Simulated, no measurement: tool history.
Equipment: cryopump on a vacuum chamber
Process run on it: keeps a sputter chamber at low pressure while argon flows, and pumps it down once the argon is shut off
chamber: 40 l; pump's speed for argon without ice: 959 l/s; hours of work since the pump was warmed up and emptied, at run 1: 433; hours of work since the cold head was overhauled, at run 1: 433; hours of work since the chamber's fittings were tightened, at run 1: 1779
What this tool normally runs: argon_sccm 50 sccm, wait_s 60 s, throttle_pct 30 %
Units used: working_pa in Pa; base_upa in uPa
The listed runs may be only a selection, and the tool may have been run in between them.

run   hour  argon_sccm  wait_s  throttle_pct  hours of work since the pump was warmed up and emptied  hours of work since the cold head was overhauled  hours of work since the chamber's fittings were tightened  working_pa  base_upa
  1    0.0          50      60            30                                                     433                                               433                                                       1779      0.3091      3.36
  2   29.0          50      60            30                                                     448                                               448                                                       1794      0.3075      3.26
  3   59.2          50      60            30                                                     463                                               463                                                       1810      0.3085      3.30
  4   90.3          50      60            30                                                     479                                               479                                                       1825      0.3108      3.35
  5  119.1          50      60            30                                                     494                                               494                                                       1840      0.3096      3.44
  6  138.7          50      60            30                                                     504                                               504                                                       1850      0.3113      3.43
  7  159.7          50      60            30                                                     515                                               515                                                       1861      0.3103      3.35
  8  179.8          74      60            30                                                     525                                               525                                                       1871      0.4601      3.43
  9  201.0          74     145            30                                                     536                                               536                                                       1882      0.4648      2.18
 10  231.1          74     145            30                                                     551                                               551                                                       1897      0.4635      2.21
 11  261.4          74      28            30                                                     567                                               567                                                       1913      0.4595      5.66
 12  281.7          50      60            30                                                     577                                               577                                                       1923      0.3117      3.41
 13  305.0          50      60            48                                                     589                                               589                                                       1935      0.2027      3.46
 14  325.6          50      60            48                                                     599                                               599                                                       1945      0.2035      3.48
 15  341.6          50      60            48                                                     608                                               608                                                       1954      0.2033      3.45
 16  363.8          50      60            48                                                     619                                               619                                                       1965      0.2031      3.60
 17  390.0          50      60            30                                                     632                                               632                                                       1978      0.3138      3.45
 18  408.1          50      60            30                                                     641                                               641                                                       1988      0.3150      3.52
 19  429.3          27     255            17                                                     652                                               652                                                       1998      0.2937      1.97
 20  459.3          22     170            30                                                     668                                               668                                                       2014      0.1373      2.18
 21  478.7          41     220            43                                                     677                                               677                                                       2024      0.1854      2.12
 22  502.8          35      21            20                                                     690                                               690                                                       2036      0.3235      7.30
 23  518.4          35      21            20                                                     698                                               698                                                       2044      0.3269      7.38
 24  531.3          50     198            30                                                     704                                               704                                                       2050      0.3170      2.17
 25  559.1          50      59            30                                                     718                                               718                                                       2065      0.3184      3.60
 26  587.6          50      59            30                                                     733                                               733                                                       2079      0.3199      3.67
 27  616.9          50      59            30                                                     748                                               748                                                       2094      0.3169      3.58
 28  629.9          50      59            17                                                     755                                               755                                                       2101      0.5424      3.70
 29  650.0          50     195            58                                                     765                                               765                                                       2111      0.1778      2.23
     656.8  -- pump warmed up, emptied and cooled again
 30  680.6          50     141            31                                                      12                                               778                                                       2124      0.2872      2.13
 31  703.8          60     115            50                                                      24                                               790                                                       2136      0.2138      2.36
 32  716.4          60     115            50                                                      30                                               796                                                       2142      0.2148      2.38
 33  734.7          38     211            19                                                      40                                               805                                                       2152      0.3540      1.81
 34  760.8          38     115            19                                                      53                                               819                                                       2165      0.3588      2.32
 35  790.3          38     115            16                                                      68                                               834                                                       2180      0.4175      2.41

3 options for the next run, each taken on its own from the tool as it stands now. Forecast them:
  A  821.2          39     115            28                                                      84                                               850                                                       2196           ?         ?
  B  821.2          85      42            16                                                      84                                               850                                                       2196           ?         ?
  C  821.2          56      54            49                                                      84                                               850                                                       2196           ?         ?

run  working_pa  base_upa
  A      0.2481      2.38
  B      0.9354      4.32
  C      0.2052      3.73
With the hidden condition removed and each run's random variation left untouched, the same runs would have given:
run  working_pa  base_upa
  A      0.2454      1.38
  B      0.9295      3.30
  C      0.2013      2.69
